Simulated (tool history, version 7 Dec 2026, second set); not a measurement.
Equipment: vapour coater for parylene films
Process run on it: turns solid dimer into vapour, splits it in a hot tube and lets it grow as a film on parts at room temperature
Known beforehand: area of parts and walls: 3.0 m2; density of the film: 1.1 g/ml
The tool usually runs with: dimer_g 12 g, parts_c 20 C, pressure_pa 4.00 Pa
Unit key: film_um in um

run   hour  dimer_g  parts_c  pressure_pa  film_um
  1    0.0       12       20         4.00     2.52
  2   24.7        5       20         4.00     1.02
  3   45.1       12       29         4.00     2.12
  4   92.7       12       20         4.00     2.47
  5  129.0        9       20         4.00     1.88
  6  156.3        9       20         4.00     1.84
  7  191.1       12       20         4.00     2.56
  8  235.1        7       23         4.81     1.34
  9  259.2        7       26        11.90     1.19
 10  305.8        7       26        11.90     1.17
 11  327.0        7       26        11.90     1.19
 12  364.9       12       14         4.00     2.73
 13  401.8       12       20         2.94     2.51
 14  436.9       12       20         8.35     2.34

Missing from the log above: 1 entry noted between runs. For each, name the pair of listed runs it sits between and say how the tool's hidden condition differs from the listed run just before to the listed run just after:
After run 11, before run 12: trap's valve overhauled (hour 335.4)
  vapour lost through the trap's worn valve, %: 0.3 -> 0

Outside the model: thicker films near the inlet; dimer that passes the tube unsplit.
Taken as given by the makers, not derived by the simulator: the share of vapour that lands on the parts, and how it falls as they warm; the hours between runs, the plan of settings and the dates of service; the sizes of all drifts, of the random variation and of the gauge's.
